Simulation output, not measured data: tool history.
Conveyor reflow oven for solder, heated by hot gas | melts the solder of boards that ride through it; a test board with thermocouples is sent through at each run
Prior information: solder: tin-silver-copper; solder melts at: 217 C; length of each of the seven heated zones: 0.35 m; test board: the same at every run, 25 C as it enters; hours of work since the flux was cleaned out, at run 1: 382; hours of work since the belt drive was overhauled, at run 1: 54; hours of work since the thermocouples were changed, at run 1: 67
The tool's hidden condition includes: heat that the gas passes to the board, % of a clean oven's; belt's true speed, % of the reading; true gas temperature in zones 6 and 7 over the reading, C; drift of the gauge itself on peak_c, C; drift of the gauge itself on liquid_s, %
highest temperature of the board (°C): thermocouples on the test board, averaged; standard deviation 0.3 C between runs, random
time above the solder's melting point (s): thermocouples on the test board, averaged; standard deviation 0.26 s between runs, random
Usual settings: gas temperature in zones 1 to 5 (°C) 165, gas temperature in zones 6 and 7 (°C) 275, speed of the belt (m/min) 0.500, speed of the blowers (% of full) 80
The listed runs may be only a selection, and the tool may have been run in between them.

run   hour  gas temperature in zones 1 to 5 (°C)  gas temperature in zones 6 and 7 (°C)  speed of the belt (m/min)  speed of the blowers (% of full)  hours of work since the flux was cleaned out  hours of work since the belt drive was overhauled  hours of work since the thermocouples were changed  highest temperature of the board (°C)  time above the solder's melting point (s)
  1    0.0                                   165                                    275                      0.500                                80                                           382                                                 54                                                  67                                  255.5                                       62.1
  2    5.5                                   165                                    275                      0.500                                61                                           385                                                 56                                                  70                                  251.3                                       57.8
  3   11.1                                   165                                    275                      0.500                                61                                           387                                                 59                                                  73                                  251.2                                       57.1
  4   19.5                                   165                                    275                      0.500                                61                                           392                                                 64                                                  77                                  251.7                                       57.2
  5   25.9                                   165                                    275                      0.500                                61                                           395                                                 67                                                  80                                  251.1                                       57.1
  6   32.9                                   165                                    275                      0.586                                80                                           399                                                 71                                                  84                                  248.6                                       46.4
  7   37.7                                   165                                    275                      0.500                                80                                           401                                                 73                                                  86                                  255.3                                       61.4
  8   42.8                                   165                                    275                      0.500                                80                                           404                                                 76                                                  89                                  255.7                                       62.0
  9   49.2                                   165                                    275                      0.500                                80                                           407                                                 79                                                  92                                  255.7                                       61.8
 10   58.1                                   165                                    275                      0.500                                80                                           412                                                 84                                                  97                                  255.7                                       61.5
 11   63.3                                   165                                    275                      0.500                                80                                           414                                                 86                                                 100                                  255.2                                       61.7
 12   68.5                                   165                                    275                      0.500                                80                                           417                                                 89                                                 102                                  255.6                                       61.7
 13   73.2                                   165                                    275                      0.500                                80                                           420                                                 91                                                 105                                  255.4                                       61.9
 14   80.9                                   165                                    275                      0.500                                80                                           424                                                 95                                                 109                                  255.5                                       61.6
 15   88.1                                   165                                    275                      0.500                                80                                           427                                                 99                                                 113                                  255.4                                       62.0
 16   97.3                                   165                                    275                      0.500                                80                                           432                                                104                                                 117                                  254.9                                       61.9
 17  102.3                                   165                                    290                      0.460                                60                                           435                                                107                                                 120                                  267.7                                       75.8
 18  110.7                                   153                                    275                      0.500                                80                                           439                                                111                                                 124                                  252.5                                       55.7
 19  117.9                                   170                                    275                      0.500                                61                                           443                                                115                                                 128                                  252.8                                       59.6
 20  125.2                                   156                                    281                      0.500                                83                                           447                                                118                                                 132                                  259.3                                       61.6
 21  133.6                                   172                                    272                      0.478                                65                                           451                                                123                                                 136                                  252.7                                       64.7
     138.3  -- belt drive overhauled, speed set with a stopwatch
 22  144.5                                   172                                    272                      0.478                                65                                           454                                                  3                                                 140                                  252.7                                       64.8
 23  154.0                                   154                                    275                      0.514                                87                                           459                                                  8                                                 144                                  253.2                                       54.8
 24  159.6                                   152                                    264                      0.500                                80                                           462                                                 11                                                 147                                  243.2                                       46.4
 25  168.2                                   151                                    267                      0.530                                74                                           467                                                 15                                                 152                                  241.7                                       41.0
 26  176.4                                   151                                    267                      0.530                                74                                           471                                                 20                                                 156                                  241.7                                       40.6
     182.1  -- belt drive overhauled, speed set with a stopwatch, once more
 27  187.9                                   161                                    267                      0.530                                77                                           475                                                  3                                                 160                                  244.2                                       46.5
 28  194.8                                   161                                    275                      0.504                                80                                           478                                                  7                                                 164                                  253.7                                       58.3
 29  199.8                                   161                                    275                      0.504                                80                                           481                                                  9                                                 166                                  253.8                                       58.2
     208.7  -- flux residue cleaned out of gas plates and filters
 30  212.9                                   161                                    275                      0.504                                80                                             2                                                 13                                                 170                                  258.0                                       62.4
 31  217.4                                   165                                    275                      0.500                                90                                             5                                                 16                                                 173                                  261.2                                       66.5

Forecast each of these 3 alternatives for the next run:
  A  222.4                                   155                                    275                      0.453                                90                                             7                                                 18                                                 175                                      ?                                          ?
  B  222.4                                   179                                    270                      0.500                                80                                             7                                                 18                                                 175                                      ?                                          ?
  C  222.4                                   165                                    277                      0.500                                80                                             7                                                 18                                                 175                                      ?                                          ?

run  highest temperature of the board (°C)  time above the solder's melting point (s)
  A                                  262.9                                       72.1
  B                                  257.0                                       68.8
  C                                  260.7                                       66.4
The same runs, with their run-to-run variation unchanged, on a tool lacking any hidden condition would have given:
run  highest temperature of the board (°C)  time above the solder's melting point (s)
  A                                  262.6                                       72.0
  B                                  256.7                                       68.7
  C                                  260.4                                       66.2

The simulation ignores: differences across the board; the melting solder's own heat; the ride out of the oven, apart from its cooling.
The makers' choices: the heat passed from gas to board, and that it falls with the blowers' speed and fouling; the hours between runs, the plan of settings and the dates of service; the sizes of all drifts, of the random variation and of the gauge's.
